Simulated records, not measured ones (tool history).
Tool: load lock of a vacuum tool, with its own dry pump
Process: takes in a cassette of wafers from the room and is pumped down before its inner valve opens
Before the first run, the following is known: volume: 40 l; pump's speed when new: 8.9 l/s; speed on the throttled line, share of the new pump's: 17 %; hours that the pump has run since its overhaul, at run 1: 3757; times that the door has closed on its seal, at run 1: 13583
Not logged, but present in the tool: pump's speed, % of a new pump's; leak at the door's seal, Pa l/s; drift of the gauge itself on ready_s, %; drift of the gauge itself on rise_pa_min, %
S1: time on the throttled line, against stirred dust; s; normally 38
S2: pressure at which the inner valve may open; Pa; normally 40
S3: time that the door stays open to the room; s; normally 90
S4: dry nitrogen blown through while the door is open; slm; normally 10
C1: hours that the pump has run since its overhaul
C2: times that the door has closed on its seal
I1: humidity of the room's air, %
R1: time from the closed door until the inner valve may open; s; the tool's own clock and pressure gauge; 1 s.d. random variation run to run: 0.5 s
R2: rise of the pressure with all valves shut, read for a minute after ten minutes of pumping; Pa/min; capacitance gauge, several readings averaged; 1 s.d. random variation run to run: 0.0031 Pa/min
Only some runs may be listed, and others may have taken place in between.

run 1 day=0.000 | S1=38 S2=40 S3=90 S4=10 | C1=3757 C2=13583 | I1=44.4 | R1=69.6 R2=0.068
run 2 day=7.533 | S1=38 S2=40 S3=90 S4=10 | C1=3938 C2=14327 | I1=48.8 | R1=68.4 R2=0.083
run 3 day=20.496 | S1=38 S2=40 S3=90 S4=10 | C1=4249 C2=15607 | I1=46.3 | R1=69.5 R2=0.079
run 4 day=26.342 | S1=45 S2=40 S3=90 S4=10 | C1=4390 C2=16184 | I1=48.6 | R1=75.0 R2=0.082
run 5 day=37.546 | S1=45 S2=40 S3=90 S4=10 | C1=4658 C2=17291 | I1=46.2 | R1=75.9 R2=0.080
run 6 day=51.000 | S1=45 S2=40 S3=90 S4=10 | C1=4981 C2=18619 | I1=47.6 | R1=75.0 R2=0.085
run 7 day=64.775 | S1=38 S2=65 S3=90 S4=10 | C1=5312 C2=19979 | I1=45.1 | R1=66.9 R2=0.083
run 8 day=75.483 | S1=38 S2=40 S3=25 S4=10 | C1=5569 C2=21037 | I1=45.9 | R1=70.3 R2=0.068
run 9 day=84.729 | S1=38 S2=40 S3=25 S4=10 | C1=5791 C2=21949 | I1=47.7 | R1=70.7 R2=0.071
run 10 day=96.604 | S1=38 S2=40 S3=90 S4=37 | C1=6076 C2=23122 | I1=43.7 | R1=70.8 R2=0.066
run 11 day=104.588 | S1=38 S2=40 S3=90 S4=37 | C1=6267 C2=23910 | I1=46.7 | R1=70.2 R2=0.060
run 12 day=117.308 | S1=38 S2=40 S3=90 S4=37 | C1=6573 C2=25166 | I1=44.5 | R1=71.3 R2=0.065
run 13 day=124.067 | S1=38 S2=40 S3=90 S4=37 | C1=6735 C2=25833 | I1=43.4 | R1=71.8 R2=0.074
run 14 day=136.033 | S1=38 S2=30 S3=90 S4=37 | C1=7022 C2=27015 | I1=46.3 | R1=73.9 R2=0.073
run 15 day=146.167 | S1=38 S2=30 S3=90 S4=37 | C1=7265 C2=28016 | I1=41.0 | R1=73.1 R2=0.069
run 16 day=158.092 | S1=38 S2=40 S3=90 S4=10 | C1=7552 C2=29193 | I1=47.1 | R1=72.5 R2=0.105
run 17 day=167.954 | S1=38 S2=40 S3=90 S4=10 | C1=7788 C2=30167 | I1=43.1 | R1=72.4 R2=0.100
run 18 day=173.754 | S1=38 S2=40 S3=90 S4=10 | C1=7927 C2=30740 | I1=43.9 | R1=72.0 R2=0.101
run 19 day=183.917 | S1=38 S2=40 S3=90 S4=10 | C1=8171 C2=31743 | I1=45.3 | R1=71.7 R2=0.106
run 20 day=190.717 | S1=60 S2=40 S3=90 S4=10 | C1=8335 C2=32415 | I1=46.2 | R1=89.7 R2=0.105
run 21 day=203.642 | S1=60 S2=40 S3=90 S4=38 | C1=8645 C2=33691 | I1=46.2 | R1=88.8 R2=0.079
run 22 day=210.212 | S1=60 S2=54 S3=90 S4=38 | C1=8802 C2=34340 | I1=48.3 | R1=88.9 R2=0.085
run 23 day=219.996 | S1=36 S2=40 S3=90 S4=8 | C1=9037 C2=35305 | I1=45.2 | R1=71.7 R2=0.116
run 24 day=232.833 | S1=36 S2=56 S3=225 S4=9 | C1=9345 C2=36573 | I1=40.8 | R1=68.6 R2=0.128
run 25 day=243.958 | S1=61 S2=56 S3=225 S4=11 | C1=9612 C2=37672 | I1=47.1 | R1=89.7 R2=0.138
run 26 day=253.404 | S1=61 S2=75 S3=225 S4=26 | C1=9839 C2=38604 | I1=44.4 | R1=87.1 R2=0.114
run 27 day=262.375 | S1=22 S2=64 S3=163 S4=6 | C1=10054 C2=39490 | I1=46.5 | R1=59.4 R2=0.143
run 28 day=273.025 | S1=38 S2=40 S3=40 S4=5 | C1=10310 C2=40542 | I1=42.7 | R1=74.6 R2=0.114
run 29 day=283.200 | S1=32 S2=41 S3=112 S4=11 | C1=10554 C2=41546 | I1=43.7 | R1=69.8 R2=0.124
run 30 day=293.775 | S1=38 S2=40 S3=90 S4=7 | C1=10808 C2=42590 | I1=43.9 | R1=75.0 R2=0.125
run 31 day=301.858 | S1=38 S2=40 S3=90 S4=7 | C1=11002 C2=43389 | I1=45.8 | R1=75.8 R2=0.142
run 32 day=309.650 | S1=38 S2=40 S3=90 S4=27 | C1=11189 C2=44158 | I1=47.0 | R1=75.7 R2=0.113
run 33 day=318.475 | S1=45 S2=40 S3=90 S4=14 | C1=11401 C2=45029 | I1=42.4 | R1=80.6 R2=0.129
run 34 day=327.175 | S1=36 S2=66 S3=90 S4=10 | C1=11610 C2=45888 | I1=43.5 | R1=71.1 R2=0.139
run 35 day=332.983 | S1=68 S2=40 S3=90 S4=9 | C1=11749 C2=46462 | I1=46.0 | R1=97.5 R2=0.141
run 36 day=346.292 | S1=33 S2=49 S3=139 S4=9 | C1=12068 C2=47776 | I1=45.6 | R1=70.7 R2=0.150

Subtracting, for every run, the result it would have given without the tool's unlogged condition from the measured result gives the following. The same run-to-run variation enters both numbers; the gauge's scatter may not:
run=1 R1=+2.4 R2=+0.012
run=2 R1=+2.4 R2=+0.013
run=3 R1=+2.8 R2=+0.015
run=4 R1=+2.7 R2=+0.016
run=5 R1=+2.9 R2=+0.018
run=6 R1=+3.1 R2=+0.020
run=7 R1=+3.2 R2=+0.021
run=8 R1=+3.7 R2=+0.023
run=9 R1=+3.8 R2=+0.025
run=10 R1=+4.1 R2=+0.027
run=11 R1=+4.2 R2=+0.028
run=12 R1=+4.5 R2=+0.030
run=13 R1=+4.7 R2=+0.032
run=14 R1=+5.2 R2=+0.033
run=15 R1=+5.4 R2=+0.034
run=16 R1=+5.4 R2=+0.037
run=17 R1=+5.5 R2=+0.039
run=18 R1=+5.6 R2=+0.040
run=19 R1=+5.9 R2=+0.042
run=20 R1=+5.1 R2=+0.044
run=21 R1=+5.3 R2=+0.047
run=22 R1=+5.3 R2=+0.048
run=23 R1=+6.8 R2=+0.050
run=24 R1=+6.5 R2=+0.053
run=25 R1=+5.8 R2=+0.055
run=26 R1=+5.6 R2=+0.058
run=27 R1=+7.7 R2=+0.060
run=28 R1=+7.8 R2=+0.063
run=29 R1=+8.3 R2=+0.065
run=30 R1=+8.4 R2=+0.068
run=31 R1=+8.7 R2=+0.070
run=32 R1=+8.8 R2=+0.070
run=33 R1=+8.6 R2=+0.074
run=34 R1=+8.8 R2=+0.077
run=35 R1=+7.6 R2=+0.077
run=36 R1=+9.8 R2=+0.080

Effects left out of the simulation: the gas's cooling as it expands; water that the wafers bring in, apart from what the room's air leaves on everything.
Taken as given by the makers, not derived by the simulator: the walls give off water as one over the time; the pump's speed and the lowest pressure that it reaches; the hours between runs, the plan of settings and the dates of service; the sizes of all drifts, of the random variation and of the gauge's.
